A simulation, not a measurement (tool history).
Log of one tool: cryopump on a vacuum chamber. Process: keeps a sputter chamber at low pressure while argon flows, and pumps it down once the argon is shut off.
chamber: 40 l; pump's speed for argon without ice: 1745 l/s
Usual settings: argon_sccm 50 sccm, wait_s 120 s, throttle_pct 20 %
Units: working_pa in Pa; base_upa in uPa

run	hour	argon_sccm	wait_s	throttle_pct	working_pa	base_upa
1	0.0	50	120	20	0.2441	0.92
2	20.1	50	120	17	0.2874	0.88
3	54.7	50	120	20	0.2451	0.95
4	75.3	50	120	20	0.2429	0.95
5	95.4	50	120	20	0.2440	0.96
6	130.5	50	120	20	0.2467	0.97
7	145.9	50	120	20	0.2467	1.00
8	170.6	50	120	20	0.2465	1.02
9	191.0	50	120	20	0.2471	1.01
10	222.4	99	120	20	0.4932	1.07
11	254.2	99	120	20	0.4914	1.10
12	275.7	99	120	20	0.4932	1.06
13	309.5	50	120	20	0.2503	1.09
14	341.1	50	120	20	0.2515	1.09
15	362.5	84	89	30	0.2840	1.19
16	387.7	84	89	30	0.2860	1.22
17	419.5	32	189	19	0.1694	1.01
18	453.7	28	120	20	0.1422	1.15
19	488.2	60	120	51	0.1260	1.22
20	515.4	60	120	51	0.1282	1.16
21	534.5	21	120	32	0.0688	1.21
22	563.9	22	120	32	0.0719	1.20
23	596.2	22	120	32	0.0730	1.20
24	620.8	22	120	32	0.0721	1.25
25	642.9	50	120	15	0.3355	1.26
26	665.1	24	170	55	0.0502	1.20
27	681.1	50	21	22	0.2366	2.81

The same runs without the tool's hidden state, with the same run-to-run variation:
The hidden state here: pump's speed, % of a pump's without ice; cold plate's temperature, K; leak into the chamber, uPa l/s; drift of the gauge itself on working_pa, %; drift of the gauge itself on base_upa, %.
run	working_pa	base_upa
1	0.2421	0.47
2	0.2851	0.44
3	0.2423	0.48
4	0.2397	0.48
5	0.2405	0.48
6	0.2426	0.47
7	0.2424	0.49
8	0.2417	0.51
9	0.2419	0.48
10	0.4818	0.52
11	0.4788	0.53
12	0.4799	0.50
13	0.2428	0.50
14	0.2434	0.48
15	0.2697	0.58
16	0.2710	0.58
17	0.1633	0.37
18	0.1364	0.49
19	0.1130	0.53
20	0.1144	0.47
21	0.0637	0.50
22	0.0664	0.48
23	0.0671	0.47
24	0.0659	0.48
25	0.3210	0.48
26	0.0430	0.40
27	0.2210	1.99
